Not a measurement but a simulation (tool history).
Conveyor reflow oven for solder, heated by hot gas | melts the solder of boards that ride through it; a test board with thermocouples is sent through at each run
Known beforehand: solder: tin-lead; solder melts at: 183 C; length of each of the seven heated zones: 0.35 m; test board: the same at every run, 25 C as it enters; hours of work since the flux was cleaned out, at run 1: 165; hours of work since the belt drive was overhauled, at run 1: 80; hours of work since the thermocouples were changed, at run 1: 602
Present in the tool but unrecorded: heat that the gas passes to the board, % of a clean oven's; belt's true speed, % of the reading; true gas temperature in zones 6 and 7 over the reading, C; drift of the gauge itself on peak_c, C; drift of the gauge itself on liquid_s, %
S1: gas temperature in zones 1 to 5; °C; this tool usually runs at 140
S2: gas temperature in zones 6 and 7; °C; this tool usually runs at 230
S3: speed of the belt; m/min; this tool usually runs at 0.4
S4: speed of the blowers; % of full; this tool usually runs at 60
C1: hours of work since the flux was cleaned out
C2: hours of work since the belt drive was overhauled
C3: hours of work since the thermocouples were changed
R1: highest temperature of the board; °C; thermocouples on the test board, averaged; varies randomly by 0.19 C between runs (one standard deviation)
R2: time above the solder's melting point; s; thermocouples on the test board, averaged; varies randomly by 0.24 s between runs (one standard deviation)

| run | hour | S1 | S2 | S3 | S4 | C1 | C2 | C3 | R1 | R2 |
|---|---|---|---|---|---|---|---|---|---|---|
| 1 | 0 | 140 | 230 | 0.4 | 60 | 165 | 80 | 602 | 214.4 | 76.2 |
| 2 | 5.8 | 140 | 230 | 0.4 | 60 | 168 | 83 | 606 | 214.2 | 76.3 |
| 3 | 15.1 | 153 | 230 | 0.4 | 60 | 174 | 89 | 611 | 216.3 | 86.4 |
| 4 | 21.2 | 153 | 230 | 0.4 | 60 | 177 | 92 | 615 | 216.1 | 86 |
| 5 | 29.9 | 153 | 230 | 0.4 | 62 | 182 | 97 | 620 | 216.9 | 86.6 |
| 6 | 39.1 | 140 | 230 | 0.4 | 60 | 187 | 103 | 625 | 214.2 | 76.1 |
| 7 | 49.2 | 140 | 230 | 0.4 | 60 | 193 | 108 | 631 | 214.3 | 76.7 |
| 8 | 55.9 | 140 | 230 | 0.4 | 60 | 197 | 112 | 635 | 214 | 76.6 |
| 9 | 63.3 | 140 | 230 | 0.4 | 70 | 201 | 117 | 639 | 216 | 79.3 |
| 10 | 75.2 | 140 | 232 | 0.4 | 60 | 208 | 123 | 646 | 215.4 | 77.9 |
| 11 | 82 | 130 | 230 | 0.4 | 60 | 212 | 127 | 650 | 212 | 69.1 |
| 12 | 93.6 | 130 | 230 | 0.4 | 60 | 219 | 134 | 656 | 211.7 | 69.1 |
| 13 | 103.9 | 130 | 230 | 0.426 | 60 | 225 | 140 | 662 | 209.8 | 61.6 |
| 14 | 109.8 | 130 | 230 | 0.426 | 60 | 228 | 143 | 666 | 209.9 | 61.2 |
| 15 | 120.2 | 140 | 230 | 0.4 | 60 | 234 | 149 | 672 | 213.4 | 76.3 |
| 16 | 130.4 | 140 | 230 | 0.4 | 60 | 240 | 155 | 677 | 214.1 | 76.2 |
| 17 | 135.5 | 133 | 241 | 0.4 | 60 | 243 | 158 | 680 | 221.8 | 81.4 |
| 18 | 141.6 | 125 | 230 | 0.392 | 60 | 246 | 162 | 684 | 211.6 | 68.1 |
| 19 | 149.5 | 125 | 230 | 0.392 | 60 | 251 | 166 | 688 | 211.9 | 68.1 |
| 20 | 159.1 | 125 | 230 | 0.345 | 60 | 256 | 172 | 694 | 215.6 | 84.1 |
| 21 | 164 | 125 | 230 | 0.345 | 60 | 259 | 174 | 697 | 215.5 | 84.1 |
| 22 | 171.7 | 140 | 230 | 0.373 | 65 | 264 | 179 | 701 | 216.1 | 85.6 |
| 23 | 178.3 | 140 | 230 | 0.373 | 65 | 267 | 183 | 705 | 216.5 | 86 |
| 24 | 183.9 | 128 | 240 | 0.474 | 87 | 271 | 186 | 708 | 220.4 | 65.4 |
| 25 | 193.5 | 140 | 230 | 0.399 | 56 | 276 | 191 | 714 | 212.8 | 74.1 |
| 26 | 204.8 | 140 | 230 | 0.399 | 56 | 283 | 198 | 720 | 212.5 | 74.5 |
| 27 | 214.1 | 150 | 219 | 0.399 | 56 | 288 | 203 | 726 | 205 | 70 |
| 28 | 223.5 | 137 | 230 | 0.4 | 60 | 293 | 209 | 731 | 212.8 | 73.3 |
| 29 | 232.4 | 140 | 222 | 0.4 | 77 | 299 | 214 | 736 | 209.6 | 72.4 |
| 30 | 238.1 | 140 | 222 | 0.4 | 77 | 302 | 217 | 739 | 209.5 | 72.3 |
| 31 | 247.6 | 140 | 222 | 0.4 | 77 | 307 | 223 | 745 | 209.5 | 72.2 |
| 32 | 253.2 | 140 | 222 | 0.4 | 77 | 311 | 226 | 748 | 209.5 | 72 |

Pick out some run-to-run changes in R1. Of each, how much would a tool without hidden state show as well, from the settings, what came in and chance, and how much is left for the hidden state and any gauge scatter not in both results compared?
Run 16 -> 17: S1 140 -> 133, S2 230 -> 241. R1 +7.7 °C: hidden state -0.3, all else +8.
Run 17 -> 18: S1 133 -> 125, S2 241 -> 230, S3 0.4 -> 0.392. R1 -10.2 °C: hidden state +0, all else -10.2.
Run 23 -> 24: S1 140 -> 128, S2 230 -> 240, S3 0.373 -> 0.474, S4 65 -> 87. R1 +3.9 °C: hidden state -1.2, all else +5.1.
Run 24 -> 25: S1 128 -> 140, S2 240 -> 230, S3 0.474 -> 0.399, S4 87 -> 56. R1 -7.6 °C: hidden state +1.1, all else -8.7.
Run 27 -> 28: S1 150 -> 137, S2 219 -> 230, S3 0.399 -> 0.4, S4 56 -> 60. R1 +7.8 °C: hidden state -0.5, all else +8.3.

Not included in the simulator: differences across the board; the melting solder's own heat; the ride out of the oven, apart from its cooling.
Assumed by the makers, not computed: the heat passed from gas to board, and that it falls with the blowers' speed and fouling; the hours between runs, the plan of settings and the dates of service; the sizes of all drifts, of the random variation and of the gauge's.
